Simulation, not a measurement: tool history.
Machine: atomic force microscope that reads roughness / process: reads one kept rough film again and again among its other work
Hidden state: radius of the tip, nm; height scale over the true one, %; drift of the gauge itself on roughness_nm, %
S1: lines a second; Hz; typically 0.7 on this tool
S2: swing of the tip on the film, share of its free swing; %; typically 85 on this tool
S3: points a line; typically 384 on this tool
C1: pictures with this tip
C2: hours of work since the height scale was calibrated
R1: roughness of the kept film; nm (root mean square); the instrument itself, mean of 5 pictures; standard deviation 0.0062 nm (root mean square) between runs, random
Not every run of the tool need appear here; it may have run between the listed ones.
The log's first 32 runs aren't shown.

run     day     S1  S2   S3  C1    C2     R1
 33  45.975  0.671  69  934  26   978  1.227
 34  46.888    0.7  77  340  43   988  1.217
 35  48.538  1.112  82  516  73  1006  1.168
 36  49.746  1.866  85  384  96  1019  1.094
     50.588  -- new tip fitted
 37  51.562  1.866  85  384  18  1039  1.094
 38  53.238  3.341  67  668  49  1057  1.148
 39  54.196    0.7  85  966  67  1067  1.185
 40  55.388  1.956  63  384  89  1080  1.194
     56.521  -- new tip fitted
 41  57.288  1.887  85  400  15  1101  1.107
 42  58.204  1.887  85  400  32  1111  1.103

Forecast run 43:
 43  59.083  0.767  58  634  48  1120   ?

Run 43 produced R1 1.238 nm (root mean square).
Without the tool's hidden state the same run would have given R1 1.241 nm (root mean square).
